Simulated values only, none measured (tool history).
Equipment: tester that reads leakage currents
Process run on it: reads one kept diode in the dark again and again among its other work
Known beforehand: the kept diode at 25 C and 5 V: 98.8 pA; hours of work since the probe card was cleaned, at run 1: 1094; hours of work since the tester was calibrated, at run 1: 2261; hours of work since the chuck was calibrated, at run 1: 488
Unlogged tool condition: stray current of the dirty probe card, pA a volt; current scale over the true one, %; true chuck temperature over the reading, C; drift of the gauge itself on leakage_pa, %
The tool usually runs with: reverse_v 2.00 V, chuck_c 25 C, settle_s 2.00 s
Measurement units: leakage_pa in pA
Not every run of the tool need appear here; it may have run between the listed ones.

run	day	reverse_v	chuck_c	settle_s	hours of work since the probe card was cleaned	hours of work since the tester was calibrated	hours of work since the chuck was calibrated	leakage_pa
1	0.000	2.00	25	2.00	1094	2261	488	74.56
2	5.108	2.00	25	2.00	1184	2351	578	75.65
3	9.208	2.00	27	2.00	1256	2423	651	87.90
# day 12.371: chuck's temperature calibrated
4	14.188	2.00	27	2.00	1343	2510	32	91.73
5	16.579	2.00	25	2.00	1385	2552	74	80.73
6	21.308	2.00	25	2.00	1468	2635	157	82.02
7	25.875	2.00	25	2.00	1549	2715	238	82.74
8	28.192	2.00	53	2.00	1589	2756	279	509.71
9	32.504	2.00	31	2.00	1665	2832	355	127.41
10	37.208	2.00	31	2.00	1748	2915	438	128.53
11	40.967	2.00	31	2.00	1814	2981	504	130.17
12	43.162	2.00	31	2.00	1853	3020	543	131.09
# day 44.021: chuck's temperature calibrated, once more
13	46.333	8.66	31	2.00	1908	3074	41	195.34
14	50.029	8.66	31	2.00	1973	3140	106	198.40
15	53.950	8.66	31	2.00	2042	3209	175	200.74
16	58.321	3.17	25	2.00	2119	3286	252	88.45
17	60.912	2.00	42	2.00	2165	3331	298	231.30
18	63.967	2.00	25	2.69	2218	3385	351	74.33
19	66.133	2.00	25	2.69	2256	3423	390	74.86
20	68.404	2.00	36	5.01	2297	3463	430	159.79
21	72.483	2.00	28	4.85	2368	3535	501	94.00
22	75.633	2.00	31	5.58	2424	3591	557	115.74
23	77.983	2.00	31	5.58	2465	3632	598	117.31
24	82.088	2.00	31	5.58	2538	3704	671	118.18
# day 84.125: chuck's temperature calibrated
25	85.054	12.24	25	1.64	2588	3755	16	155.65
# day 87.462: probe card cleaned and baked
26	89.742	2.07	25	1.64	40	3836	97	71.03
27	94.450	6.43	25	8.29	123	3919	180	113.04
28	98.971	6.43	25	8.29	203	3998	259	114.24
29	102.458	2.00	25	0.52	264	4060	321	73.06
# day 106.188: tester calibrated
30	106.842	3.19	37	1.25	340	12	397	205.14
31	109.100	7.11	25	2.00	380	51	436	125.61
32	113.096	7.11	25	8.60	450	122	507	126.11
33	116.392	5.72	22	2.24	508	180	565	94.44
34	120.729	1.96	20	4.91	585	256	641	53.93
# day 124.454: chuck's temperature calibrated
35	124.454	1.96	20	4.91	649	320	0	47.87
36	127.754	3.27	31	4.94	707	379	58	130.78
37	130.125	3.27	31	4.94	749	420	100	131.26
38	133.279	9.03	24	1.20	804	476	155	123.83

Below are 3 alternative next runs, each starting from the tool's condition after run 38. Predict each:
A	135.504	16.39	51	0.72	844	515	195	?
B	135.504	2.44	24	3.82	844	515	195	?
C	135.504	5.21	25	6.39	844	515	195	?

run	leakage_pa
A	935.86
B	72.58
C	106.57
Without the tool's unlogged condition, the same runs would have read:
run	leakage_pa
A	900.60
B	69.02
C	100.79
